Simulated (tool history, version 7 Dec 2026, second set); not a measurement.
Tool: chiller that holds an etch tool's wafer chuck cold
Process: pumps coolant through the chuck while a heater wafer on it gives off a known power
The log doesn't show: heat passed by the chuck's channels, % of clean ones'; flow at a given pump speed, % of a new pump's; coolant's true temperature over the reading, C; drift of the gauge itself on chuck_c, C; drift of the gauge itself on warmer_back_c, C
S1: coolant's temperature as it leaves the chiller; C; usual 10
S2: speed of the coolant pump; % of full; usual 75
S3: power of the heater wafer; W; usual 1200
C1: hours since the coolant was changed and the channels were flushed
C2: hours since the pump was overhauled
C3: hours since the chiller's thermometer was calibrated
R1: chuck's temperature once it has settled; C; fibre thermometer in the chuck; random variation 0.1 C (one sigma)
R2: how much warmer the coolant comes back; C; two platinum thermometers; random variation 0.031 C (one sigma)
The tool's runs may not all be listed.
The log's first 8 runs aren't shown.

| run | day | S1 | S2 | S3 | C1 | C2 | C3 | R1 | R2 |
|---|---|---|---|---|---|---|---|---|---|
| 9 | 20.579 | 10 | 75 | 1200 | 4929 | 2673 | 528 | 20.2 | 2.78 |
| 10 | 22.188 | 10 | 75 | 1200 | 4968 | 2711 | 566 | 20.2 | 2.76 |
| 11 | 24.875 | 10 | 75 | 1200 | 5032 | 2776 | 631 | 20.1 | 2.80 |
| 12 | 27.758 | 10 | 75 | 1200 | 5101 | 2845 | 700 | 20.2 | 2.81 |
| 13 | 29.888 | 10 | 75 | 1200 | 5153 | 2896 | 751 | 20.2 | 2.80 |
| 14 | 32.058 | 10 | 75 | 1200 | 5205 | 2948 | 803 | 20.1 | 2.76 |
| 15 | 35.308 | 16 | 75 | 1200 | 5283 | 3026 | 881 | 26.1 | 2.75 |
| 16 | 38.379 | 16 | 75 | 1200 | 5356 | 3100 | 955 | 26.3 | 2.78 |
|  | 40.100 | coolant changed, channels flushed |
| 17 | 42.054 | 10 | 61 | 1488 | 47 | 3182 | 1037 | 24.8 | 4.22 |
| 18 | 44.196 | 10 | 81 | 740 | 98 | 3234 | 1089 | 15.9 | 1.57 |
| 19 | 47.858 | 7 | 86 | 740 | 186 | 3322 | 1177 | 12.6 | 1.52 |
| 20 | 51.308 | 7 | 86 | 740 | 269 | 3404 | 1259 | 12.5 | 1.46 |
| 21 | 54.350 | 2 | 65 | 1492 | 342 | 3477 | 1332 | 16.2 | 4.05 |
| 22 | 57.629 | 10 | 75 | 780 | 421 | 3556 | 1411 | 16.4 | 1.84 |
| 23 | 60.804 | 10 | 68 | 780 | 497 | 3632 | 1487 | 17.1 | 1.97 |
| 24 | 64.458 | 8 | 94 | 951 | 585 | 3720 | 1575 | 14.8 | 1.71 |
| 25 | 66.721 | 8 | 94 | 951 | 639 | 3774 | 1629 | 14.8 | 1.82 |
| 26 | 69.492 | 13 | 75 | 1363 | 705 | 3841 | 1696 | 24.4 | 3.19 |
| 27 | 73.188 | 19 | 66 | 638 | 794 | 3930 | 1784 | 24.9 | 1.71 |
| 28 | 74.892 | 10 | 67 | 1037 | 835 | 3970 | 1825 | 19.7 | 2.64 |
| 29 | 76.496 | 10 | 67 | 1037 | 874 | 4009 | 1864 | 19.6 | 2.70 |
| 30 | 79.621 | 16 | 67 | 913 | 948 | 4084 | 1939 | 24.3 | 2.34 |
| 31 | 83.154 | 11 | 67 | 607 | 1033 | 4169 | 2024 | 16.6 | 1.61 |

5 ways to go on from here, each from the tool as it stands after run 31. What would each give?
| A | 86.808 | 17 | 75 | 1200 | 1121 | 4256 | 2111 | ? | ? |
| B | 86.808 | 11 | 83 | 607 | 1121 | 4256 | 2111 | ? | ? |
| C | 86.808 | 8 | 76 | 1499 | 1121 | 4256 | 2111 | ? | ? |
| D | 86.808 | 10 | 75 | 630 | 1121 | 4256 | 2111 | ? | ? |
| E | 86.808 | 11 | 62 | 1352 | 1121 | 4256 | 2111 | ? | ? |

| run | R1 | R2 |
|---|---|---|
| A | 26.7 | 2.83 |
| B | 15.9 | 1.21 |
| C | 20.4 | 3.42 |
| D | 15.2 | 1.49 |
| E | 24.1 | 3.81 |
Without the tool's hidden state the same runs would have given:
| run | R1 | R2 |
|---|---|---|
| A | 26.7 | 2.82 |
| B | 15.8 | 1.20 |
| C | 20.4 | 3.42 |
| D | 15.2 | 1.49 |
| E | 24.1 | 3.80 |
